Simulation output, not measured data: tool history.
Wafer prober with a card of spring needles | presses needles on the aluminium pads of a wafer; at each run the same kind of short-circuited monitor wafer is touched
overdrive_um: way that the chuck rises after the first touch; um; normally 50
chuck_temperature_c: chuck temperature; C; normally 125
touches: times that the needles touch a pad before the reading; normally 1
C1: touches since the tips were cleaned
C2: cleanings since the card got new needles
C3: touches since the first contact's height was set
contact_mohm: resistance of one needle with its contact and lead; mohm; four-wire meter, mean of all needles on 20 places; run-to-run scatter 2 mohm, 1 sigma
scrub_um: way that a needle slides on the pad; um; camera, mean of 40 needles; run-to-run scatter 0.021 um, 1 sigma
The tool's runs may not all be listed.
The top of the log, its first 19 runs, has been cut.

-- hour=468.3 tips cleaned on abrasive film
run 20 hour=481.5 | overdrive_um=55 chuck_temperature_c=47 touches=1 | C1=4633 C2=61 C3=19678 | contact_mohm=267 scrub_um=12.53
-- hour=491 tips cleaned on abrasive film
run 21 hour=507.4 | overdrive_um=55 chuck_temperature_c=47 touches=1 | C1=5776 C2=62 C3=28745 | contact_mohm=277 scrub_um=12.48
-- hour=516.4 tips cleaned on abrasive film
-- hour=539.8 tips cleaned on abrasive film
run 22 hour=540.7 | overdrive_um=43 chuck_temperature_c=28 touches=2 | C1=320 C2=64 C3=40352 | contact_mohm=215 scrub_um=9.74
-- hour=565 tips cleaned on abrasive film
run 23 hour=576.2 | overdrive_um=43 chuck_temperature_c=28 touches=2 | C1=3924 C2=65 C3=52790 | contact_mohm=266 scrub_um=9.71
-- hour=588.1 tips cleaned on abrasive film
run 24 hour=606.6 | overdrive_um=43 chuck_temperature_c=28 touches=2 | C1=6504 C2=66 C3=63443 | contact_mohm=283 scrub_um=9.71
-- hour=610.8 tips cleaned on abrasive film
run 25 hour=622.6 | overdrive_um=43 chuck_temperature_c=28 touches=2 | C1=4171 C2=67 C3=69026 | contact_mohm=272 scrub_um=9.72
-- hour=633.9 tips cleaned on abrasive film
-- hour=657.3 tips cleaned on abrasive film
run 26 hour=657.3 | overdrive_um=43 chuck_temperature_c=28 touches=2 | C1=0 C2=69 C3=81123 | contact_mohm=206 scrub_um=9.62
-- hour=681.8 tips cleaned on abrasive film
run 27 hour=686.7 | overdrive_um=56 chuck_temperature_c=36 touches=2 | C1=1723 C2=70 C3=91401 | contact_mohm=220 scrub_um=12.59
-- hour=705.5 tips cleaned on abrasive film
run 28 hour=717 | overdrive_um=50 chuck_temperature_c=39 touches=2 | C1=4020 C2=71 C3=101992 | contact_mohm=249 scrub_um=11.27
-- hour=729.8 tips cleaned on abrasive film
-- hour=730.1 height of the first contact set anew
run 29 hour=736.9 | overdrive_um=46 chuck_temperature_c=71 touches=1 | C1=2370 C2=72 C3=2370 | contact_mohm=277 scrub_um=10.48
-- hour=752.7 tips cleaned on abrasive film
run 30 hour=771.5 | overdrive_um=46 chuck_temperature_c=71 touches=1 | C1=6602 C2=73 C3=14497 | contact_mohm=323 scrub_um=10.46
-- hour=775.4 tips cleaned on abrasive film
run 31 hour=789.5 | overdrive_um=61 chuck_temperature_c=88 touches=1 | C1=4943 C2=74 C3=20758 | contact_mohm=263 scrub_um=13.82
-- hour=798.7 tips cleaned on abrasive film
run 32 hour=813.5 | overdrive_um=56 chuck_temperature_c=34 touches=3 | C1=5192 C2=75 C3=29176 | contact_mohm=226 scrub_um=12.75
-- hour=822.2 tips cleaned on abrasive film
run 33 hour=828.8 | overdrive_um=55 chuck_temperature_c=34 touches=3 | C1=2321 C2=76 C3=34501 | contact_mohm=217 scrub_um=12.44

Each row is a separate what-if for the run after 33, all from the same tool condition, not one after another. Results?
-- hour=844.9 tips cleaned on abrasive film
run A hour=860.7 | overdrive_um=34 chuck_temperature_c=81 touches=1 | C1=5559 C2=77 C3=45682 | contact_mohm=? scrub_um=?
-- hour=844.9 tips cleaned on abrasive film
run B hour=860.7 | overdrive_um=47 chuck_temperature_c=34 touches=2 | C1=5559 C2=77 C3=45682 | contact_mohm=? scrub_um=?
-- hour=844.9 tips cleaned on abrasive film
run C hour=860.7 | overdrive_um=66 chuck_temperature_c=59 touches=2 | C1=5559 C2=77 C3=45682 | contact_mohm=? scrub_um=?

run=A contact_mohm=408 scrub_um=7.68
run=B contact_mohm=265 scrub_um=10.66
run=C contact_mohm=233 scrub_um=14.98
What these runs would have given with no unlogged condition in the tool:
run=A contact_mohm=221 scrub_um=7.75
run=B contact_mohm=199 scrub_um=10.73
run=C contact_mohm=199 scrub_um=15.05

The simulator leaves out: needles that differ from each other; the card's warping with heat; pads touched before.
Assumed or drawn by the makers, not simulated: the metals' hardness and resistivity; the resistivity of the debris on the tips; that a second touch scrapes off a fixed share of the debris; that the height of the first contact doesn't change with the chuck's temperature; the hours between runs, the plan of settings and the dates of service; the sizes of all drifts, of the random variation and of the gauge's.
